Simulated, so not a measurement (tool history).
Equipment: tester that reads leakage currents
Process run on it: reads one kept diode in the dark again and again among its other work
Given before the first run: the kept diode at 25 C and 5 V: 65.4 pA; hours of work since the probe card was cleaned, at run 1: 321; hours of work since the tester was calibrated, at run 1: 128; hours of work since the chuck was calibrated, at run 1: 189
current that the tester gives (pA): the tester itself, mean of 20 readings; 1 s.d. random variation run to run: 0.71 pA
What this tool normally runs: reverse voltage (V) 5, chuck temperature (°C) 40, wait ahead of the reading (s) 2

run    hour  reverse voltage (V)  chuck temperature (°C)  wait ahead of the reading (s)  hours of work since the probe card was cleaned  hours of work since the tester was calibrated  hours of work since the chuck was calibrated  current that the tester gives (pA)
  1       0                    5                      40                              2                                             321                                            128                                           189                              235.21
  2    19.6                    5                      40                              2                                             331                                            138                                           199                               234.8
  3    48.4                 7.06                      40                              2                                             345                                            152                                           214                              286.77
  4    81.8                 7.06                      40                              2                                             362                                            169                                           231                              287.07
  5   118.1                 1.47                      40                              2                                             380                                            187                                           249                              119.37
  6   135.8                 1.47                      40                              2                                             389                                            196                                           258                              119.02
  7     162                 1.47                      40                              2                                             402                                            209                                           271                              118.76
  8   182.9                 1.47                      40                              2                                             413                                            220                                           281                              118.97
  9   200.4                 1.47                      40                           2.46                                             421                                            229                                           290                              118.81
 10   219.8                 1.47                      40                           2.46                                             431                                            238                                           300                              118.91
 11   252.7                    5                      40                              2                                             448                                            255                                           316                              236.26
 12   292.6                    5                      28                              2                                             468                                            275                                           336                               89.96
 13     310                    5                      28                              2                                             476                                            284                                           345                               90.19
 14   342.6                    5                      28                              2                                             493                                            300                                           361                               89.98
 15   379.8                    5                      28                              2                                             512                                            319                                           380                               90.76
 16   412.4                    5                      40                              2                                             528                                            335                                           396                              235.83
 17   430.5                    5                      40                              2                                             537                                            344                                           406                              235.91
 18   452.6                    5                      40                              2                                             548                                            355                                           417                              237.31
 19   474.6                    5                      40                              2                                             559                                            366                                           428                              236.15
 20   511.1                    5                      40                              2                                             577                                            385                                           446                              235.25
 21   527.8                19.19                      50                           1.15                                             586                                            393                                           454                             1076.72
 22   546.5                19.19                      50                           1.15                                             595                                            402                                           464                             1079.43
 23   570.4                    5                      40                           7.83                                             607                                            414                                           476                              235.87
 24   605.3                    5                      40                           7.83                                             625                                            432                                           493                              236.76
 25   626.6                12.64                      37                           0.73                                             635                                            443                                           504                              322.95
 26   659.6                 7.93                      40                           2.59                                             652                                            459                                           521                               306.2
 27   699.7                 7.93                      40                           2.59                                             672                                            479                                           541                              306.73
 28   732.9                 1.72                      40                           0.79                                             689                                            496                                           557                              129.33
 29   766.6                17.53                      40                            9.9                                             706                                            513                                           574                              481.39
 30   790.7                  4.3                      23                           4.92                                             718                                            525                                           586                               56.97
 31   819.7                    5                      41                           6.35                                             732                                            539                                           601                              253.38
 32   851.6                    5                      41                           6.35                                             748                                            555                                           617                              253.91
 33   877.7                    5                      41                           6.35                                             762                                            569                                           630                              254.73
 34   902.2                16.31                      40                           1.38                                             774                                            581                                           642                              467.63
 35   929.2                 5.23                      36                           6.15                                             787                                            594                                           656                              177.49
 36   962.9                 5.23                      36                           6.15                                             804                                            611                                           673                              176.76
 37     980                 1.98                      50                           6.34                                             813                                            620                                           681                              298.75
 38  1012.6                 1.98                      57                            1.2                                             829                                            636                                           698                              502.65
 39  1031.5                 2.22                      25                           2.56                                             839                                            646                                           707                                45.1

For some of the steps in current that the tester gives (pA) from one run to the next: how much would appear even if the tool had no hidden state, given the settings, what came in and random variation, and how much remains for the hidden state plus any gauge scatter that the measured result and the result without hidden state don't share?
Hidden conditions of the tool in this case: stray current of the dirty probe card, pA a volt; current scale over the true one, %; true chuck temperature over the reading, C; drift of the gauge itself on leakage_pa, %.
Run 20 -> 21: reverse voltage (V) 5 -> 19.19, chuck temperature (°C) 40 -> 50, wait ahead of the reading (s) 2 -> 1.15. current that the tester gives (pA) +841.47: hidden state -2.57, all else +844.04.
Run 22 -> 23: reverse voltage (V) 19.19 -> 5, chuck temperature (°C) 50 -> 40, wait ahead of the reading (s) 1.15 -> 7.83. current that the tester gives (pA) -843.56: hidden state +2.63, all else -846.19.
Run 28 -> 29: reverse voltage (V) 1.72 -> 17.53, wait ahead of the reading (s) 0.79 -> 9.9. current that the tester gives (pA) +352.06: hidden state +17.13, all else +334.93.
Run 33 -> 34: reverse voltage (V) 5 -> 16.31, chuck temperature (°C) 41 -> 40, wait ahead of the reading (s) 6.35 -> 1.38. current that the tester gives (pA) +212.9: hidden state +15.45, all else +197.45.
Run 38 -> 39: reverse voltage (V) 1.98 -> 2.22, chuck temperature (°C) 57 -> 25, wait ahead of the reading (s) 1.2 -> 2.56. current that the tester gives (pA) -457.55: hidden state +21.18, all else -478.73.
